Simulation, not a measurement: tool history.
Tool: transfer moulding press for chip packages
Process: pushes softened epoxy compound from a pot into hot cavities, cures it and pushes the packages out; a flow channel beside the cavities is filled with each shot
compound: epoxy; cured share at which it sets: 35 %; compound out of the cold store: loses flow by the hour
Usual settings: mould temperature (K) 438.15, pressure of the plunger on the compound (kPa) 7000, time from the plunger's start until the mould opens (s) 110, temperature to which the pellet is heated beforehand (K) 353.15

| run | day | mould temperature (K) | pressure of the plunger on the compound (kPa) | time from the plunger's start until the mould opens (s) | temperature to which the pellet is heated beforehand (K) | incoming compound's hours out of the cold store | length that the compound runs in the flow channel (mm) | greatest force on the pins that push the packages out (N) |
|---|---|---|---|---|---|---|---|---|
| 1 | 0.000 | 438.15 | 7000 | 110 | 353.15 | 42.3 | 478 | 494 |
| 2 | 0.379 | 438.15 | 7000 | 110 | 353.15 | 42.3 | 478 | 497 |
| 3 | 0.612 | 438.15 | 7000 | 110 | 353.15 | 43.9 | 476 | 506 |
| 4 | 0.879 | 438.15 | 7000 | 110 | 358.15 | 12.7 | 533 | 576 |
| 5 | 1.104 | 438.15 | 7000 | 110 | 358.15 | 8.9 | 541 | 561 |
| 6 | 1.579 | 438.15 | 7000 | 95 | 353.15 | 30.7 | 498 | 802 |
| 7 | 1.996 | 438.15 | 7000 | 95 | 353.15 | 19.2 | 519 | 853 |
| 8 | 2.446 | 438.15 | 7000 | 95 | 353.15 | 24.1 | 509 | 876 |
| 9 | 2.821 | 438.15 | 5890 | 110 | 353.15 | 8.8 | 495 | 650 |
|  | 2.908 | cavities cleaned with cleaning compound and waxed |
| 10 | 3.375 | 438.15 | 5250 | 110 | 353.15 | 43.8 | 410 | 726 |
| 11 | 3.671 | 438.15 | 5250 | 98 | 353.15 | 36.6 | 420 | 933 |
| 12 | 3.979 | 438.15 | 7000 | 110 | 353.15 | 17.5 | 520 | 742 |
| 13 | 4.529 | 438.15 | 7000 | 110 | 353.15 | 31.2 | 496 | 727 |
| 14 | 5.062 | 438.15 | 7000 | 134 | 353.15 | 43.5 | 474 | 530 |
| 15 | 5.421 | 438.15 | 7000 | 110 | 353.15 | 23.9 | 507 | 729 |
|  | 5.567 | plunger's sealing rings changed |
|  | 5.712 | cavities cleaned with cleaning compound and waxed, once more |
| 16 | 5.946 | 444.15 | 7320 | 146 | 347.15 | 19.5 | 525 | 296 |
| 17 | 6.442 | 433.15 | 5380 | 144 | 353.15 | 44.6 | 432 | 403 |
| 18 | 6.879 | 439.15 | 5250 | 113 | 357.15 | 37.2 | 425 | 432 |
| 19 | 7.217 | 432.15 | 5250 | 98 | 351.15 | 42.3 | 434 | 991 |
| 20 | 7.471 | 435.15 | 5250 | 98 | 348.15 | 24.9 | 453 | 870 |
| 21 | 7.846 | 435.15 | 5250 | 98 | 348.15 | 27.0 | 450 | 918 |
| 22 | 8.188 | 435.15 | 5250 | 98 | 348.15 | 43.8 | 422 | 890 |
| 23 | 8.421 | 435.15 | 5250 | 98 | 348.15 | 15.0 | 469 | 1017 |
| 24 | 8.854 | 435.15 | 5250 | 98 | 348.15 | 26.9 | 448 | 975 |
| 25 | 9.250 | 435.15 | 5250 | 98 | 348.15 | 33.7 | 438 | 965 |
| 26 | 9.550 | 435.15 | 5250 | 98 | 348.15 | 42.8 | 423 | 946 |
| 27 | 9.954 | 435.15 | 5450 | 98 | 348.15 | 43.3 | 431 | 957 |
| 28 | 10.450 | 442.15 | 8430 | 133 | 357.15 | 37.5 | 524 | 458 |
| 29 | 10.775 | 430.15 | 5570 | 110 | 353.15 | 24.3 | 478 | 1104 |

Hidden state or all else? Some run-to-run changes of length that the compound runs in the flow channel (mm), split into what the settings, what came in and random variation would give without the hidden state, and what is left for the hidden state (with any gauge scatter that isn't in both results):
The hidden state here: true mould temperature over the reading, C; pressure that reaches the compound, % of what is set; grip of the stained cavities, % over clean ones'; drift of the gauge itself on flow_mm, %; drift of the gauge itself on push_out_n, %.
Run 11 -> 12: pressure of the plunger on the compound (kPa) 5250 -> 7000, time from the plunger's start until the mould opens (s) 98 -> 110. length that the compound runs in the flow channel (mm) +100: hidden state -2, all else +102.
Run 15 -> 16: mould temperature (K) 438.15 -> 444.15, pressure of the plunger on the compound (kPa) 7000 -> 7320, time from the plunger's start until the mould opens (s) 110 -> 146, temperature to which the pellet is heated beforehand (K) 353.15 -> 347.15, plunger's sealing rings changed, cavities cleaned with cleaning compound and waxed, once more. length that the compound runs in the flow channel (mm) +18: hidden state +13, all else +5.
Run 16 -> 17: mould temperature (K) 444.15 -> 433.15, pressure of the plunger on the compound (kPa) 7320 -> 5380, time from the plunger's start until the mould opens (s) 146 -> 144, temperature to which the pellet is heated beforehand (K) 347.15 -> 353.15. length that the compound runs in the flow channel (mm) -93: hidden state -1, all else -92.
